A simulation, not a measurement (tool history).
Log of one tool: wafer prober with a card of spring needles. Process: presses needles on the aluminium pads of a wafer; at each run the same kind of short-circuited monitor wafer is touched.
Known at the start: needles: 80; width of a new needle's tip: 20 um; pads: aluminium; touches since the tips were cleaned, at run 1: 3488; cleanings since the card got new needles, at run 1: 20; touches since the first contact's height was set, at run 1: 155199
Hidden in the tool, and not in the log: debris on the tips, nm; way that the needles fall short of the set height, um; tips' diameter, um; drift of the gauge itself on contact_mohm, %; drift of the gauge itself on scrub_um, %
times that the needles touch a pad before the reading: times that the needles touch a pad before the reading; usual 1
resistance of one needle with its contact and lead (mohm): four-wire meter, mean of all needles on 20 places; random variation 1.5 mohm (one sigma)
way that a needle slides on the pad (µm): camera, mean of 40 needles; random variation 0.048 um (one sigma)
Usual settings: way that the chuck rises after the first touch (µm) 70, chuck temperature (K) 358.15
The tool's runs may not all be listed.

run,hour,way that the chuck rises after the first touch (µm),chuck temperature (K),times that the needles touch a pad before the reading,touches since the tips were cleaned,cleanings since the card got new needles,touches since the first contact's height was set,resistance of one needle with its contact and lead (mohm),way that a needle slides on the pad (µm)
1,0,70,358.15,1,3488,20,155199,233,16.72
# hour 18.4: tips cleaned on abrasive film
# hour 49: tips cleaned on abrasive film
2,69.7,70,358.15,1,4467,22,170188,271,16.58
# hour 79.5: tips cleaned on abrasive film
# hour 110.8: tips cleaned on abrasive film
3,110.8,88,358.15,1,0,24,179025,146,21.03
4,140.2,88,358.15,1,6334,24,185359,228,21.1
# hour 143.9: tips cleaned on abrasive film
# hour 180.4: tips cleaned on abrasive film
5,199.4,88,358.15,1,4091,26,198098,215,21.01
# hour 210.5: tips cleaned on abrasive film
# hour 242.2: tips cleaned on abrasive film
6,242.2,88,358.15,1,0,28,207300,140,21.03
# hour 273.2: tips cleaned on abrasive film
7,289.9,70,358.15,1,3609,29,217567,252,16.47
# hour 306.5: tips cleaned on abrasive film
# hour 340.2: tips cleaned on abrasive film
8,349.7,70,358.15,1,2055,31,230425,226,16.46
# hour 370.7: tips cleaned on abrasive film
# hour 387: height of the first contact set anew
9,399.9,70,358.15,1,6235,32,2773,309,15.8
# hour 404: tips cleaned on abrasive film
# hour 436.8: tips cleaned on abrasive film
10,442.1,70,358.15,1,1152,34,11841,197,15.77
# hour 468.4: tips cleaned on abrasive film
# hour 499.5: tips cleaned on abrasive film
11,510.6,70,358.15,1,2390,36,26572,236,15.77
# hour 532.1: tips cleaned on abrasive film
# hour 562.8: tips cleaned on abrasive film
12,570.8,70,358.15,1,1728,38,39522,231,15.77

Forecast run 13:
# hour 598.3: height of the first contact set anew, once more
# hour 598.4: tips cleaned on abrasive film
13,626.6,70,358.15,1,6090,39,6090,?,?

{"run 13": {"resistance of one needle with its contact and lead (mohm)": 290, "way that a needle slides on the pad (µm)": 17.17}}
Without the tool's hidden state the same run would have given resistance of one needle with its contact and lead (mohm) 142, way that a needle slides on the pad (µm) 17.2.
